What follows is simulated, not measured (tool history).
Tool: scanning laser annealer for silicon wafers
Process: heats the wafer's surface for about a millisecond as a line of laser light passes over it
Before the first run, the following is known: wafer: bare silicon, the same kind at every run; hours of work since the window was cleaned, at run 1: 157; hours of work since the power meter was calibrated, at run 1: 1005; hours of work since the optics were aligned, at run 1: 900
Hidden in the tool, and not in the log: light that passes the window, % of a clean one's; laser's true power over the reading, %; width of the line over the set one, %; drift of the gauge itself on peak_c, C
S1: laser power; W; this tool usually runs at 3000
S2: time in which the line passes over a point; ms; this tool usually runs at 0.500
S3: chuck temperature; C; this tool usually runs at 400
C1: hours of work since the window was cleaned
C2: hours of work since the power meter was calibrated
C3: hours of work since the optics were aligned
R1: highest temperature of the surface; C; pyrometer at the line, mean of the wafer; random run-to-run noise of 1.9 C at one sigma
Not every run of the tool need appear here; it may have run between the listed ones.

run 1 hour=0.0 | S1=3000 S2=0.500 S3=400 | C1=157 C2=1005 C3=900 | R1=1126
run 2 hour=60.5 | S1=3000 S2=0.500 S3=382 | C1=201 C2=1049 C3=944 | R1=1108
run 3 hour=120.5 | S1=3000 S2=0.500 S3=382 | C1=244 C2=1092 C3=988 | R1=1110
run 4 hour=159.6 | S1=3000 S2=0.500 S3=400 | C1=273 C2=1121 C3=1016 | R1=1123
run 5 hour=222.8 | S1=3038 S2=0.500 S3=400 | C1=319 C2=1167 C3=1062 | R1=1134
run 6 hour=268.7 | S1=3000 S2=0.500 S3=400 | C1=352 C2=1200 C3=1096 | R1=1127
run 7 hour=322.9 | S1=3000 S2=0.500 S3=400 | C1=392 C2=1240 C3=1135 | R1=1130
run 8 hour=393.4 | S1=3000 S2=0.500 S3=400 | C1=443 C2=1291 C3=1186 | R1=1126
run 9 hour=438.8 | S1=3000 S2=0.500 S3=400 | C1=476 C2=1324 C3=1219 | R1=1127
run 10 hour=492.5 | S1=3000 S2=0.500 S3=400 | C1=515 C2=1363 C3=1258 | R1=1127
run 11 hour=554.5 | S1=3000 S2=0.500 S3=400 | C1=560 C2=1408 C3=1304 | R1=1127
run 12 hour=611.7 | S1=3000 S2=0.500 S3=400 | C1=602 C2=1450 C3=1345 | R1=1128
run 13 hour=664.3 | S1=3000 S2=0.500 S3=400 | C1=640 C2=1488 C3=1383 | R1=1127
run 14 hour=701.7 | S1=3000 S2=0.500 S3=400 | C1=667 C2=1515 C3=1411 | R1=1129
run 15 hour=775.2 | S1=3000 S2=0.500 S3=400 | C1=721 C2=1569 C3=1464 | R1=1125
run 16 hour=821.7 | S1=3000 S2=0.500 S3=400 | C1=755 C2=1603 C3=1498 | R1=1122
run 17 hour=877.4 | S1=3000 S2=0.500 S3=400 | C1=795 C2=1643 C3=1539 | R1=1125
-- hour=926.4 window over the wafer cleaned
run 18 hour=926.4 | S1=3000 S2=0.500 S3=400 | C1=0 C2=1677 C3=1573 | R1=1127
run 19 hour=962.9 | S1=3057 S2=0.500 S3=400 | C1=27 C2=1704 C3=1599 | R1=1142
run 20 hour=1015.8 | S1=3000 S2=0.500 S3=400 | C1=65 C2=1742 C3=1638 | R1=1128
run 21 hour=1080.9 | S1=3000 S2=0.546 S3=438 | C1=112 C2=1790 C3=1685 | R1=1197
run 22 hour=1140.5 | S1=3000 S2=0.437 S3=394 | C1=156 C2=1833 C3=1729 | R1=1084
run 23 hour=1183.5 | S1=2972 S2=0.619 S3=366 | C1=187 C2=1865 C3=1760 | R1=1155
run 24 hour=1224.7 | S1=3036 S2=0.550 S3=421 | C1=217 C2=1895 C3=1790 | R1=1190
run 25 hour=1256.3 | S1=3036 S2=0.550 S3=421 | C1=240 C2=1918 C3=1813 | R1=1187
run 26 hour=1291.7 | S1=3080 S2=0.610 S3=435 | C1=266 C2=1943 C3=1839 | R1=1248
run 27 hour=1346.6 | S1=3119 S2=0.503 S3=376 | C1=306 C2=1983 C3=1879 | R1=1134
run 28 hour=1422.5 | S1=3153 S2=0.367 S3=362 | C1=361 C2=2038 C3=1934 | R1=1030
run 29 hour=1453.7 | S1=2916 S2=0.386 S3=428 | C1=384 C2=2061 C3=1957 | R1=1056
-- hour=1498.0 optics aligned, line set to its width
run 30 hour=1535.3 | S1=3000 S2=0.500 S3=385 | C1=439 C2=2117 C3=27 | R1=1110
run 31 hour=1584.2 | S1=2755 S2=0.569 S3=402 | C1=475 C2=2153 C3=63 | R1=1107
run 32 hour=1651.3 | S1=3000 S2=0.376 S3=404 | C1=524 C2=2201 C3=112 | R1=1046
run 33 hour=1693.9 | S1=2740 S2=0.389 S3=423 | C1=555 C2=2232 C3=143 | R1=1018
run 34 hour=1748.4 | S1=2740 S2=0.389 S3=423 | C1=595 C2=2272 C3=182 | R1=1017
run 35 hour=1786.7 | S1=2950 S2=0.547 S3=438 | C1=622 C2=2300 C3=210 | R1=1180
run 36 hour=1852.7 | S1=2728 S2=0.569 S3=416 | C1=670 C2=2348 C3=258 | R1=1114
run 37 hour=1908.7 | S1=2728 S2=0.569 S3=416 | C1=711 C2=2389 C3=299 | R1=1115
run 38 hour=1976.4 | S1=2728 S2=0.569 S3=416 | C1=760 C2=2438 C3=348 | R1=1113
run 39 hour=2050.1 | S1=2728 S2=0.569 S3=416 | C1=814 C2=2492 C3=402 | R1=1111
-- hour=2074.3 window over the wafer cleaned
run 40 hour=2109.3 | S1=2728 S2=0.569 S3=416 | C1=25 C2=2533 C3=443 | R1=1115

Branching from run 40: 4 alternative next runs. What would each branch give?
run A hour=2177.6 | S1=2554 S2=0.366 S3=429 | C1=75 C2=2583 C3=493 | R1=?
run B hour=2177.6 | S1=3249 S2=0.478 S3=416 | C1=75 C2=2583 C3=493 | R1=?
run C hour=2177.6 | S1=2704 S2=0.619 S3=400 | C1=75 C2=2583 C3=493 | R1=?
run D hour=2177.6 | S1=3053 S2=0.377 S3=416 | C1=75 C2=2583 C3=493 | R1=?

run=A R1=967
run=B R1=1190
run=C R1=1115
run=D R1=1074
With no hidden state in the tool, these same runs would have given:
run=A R1=967
run=B R1=1190
run=C R1=1115
run=D R1=1074
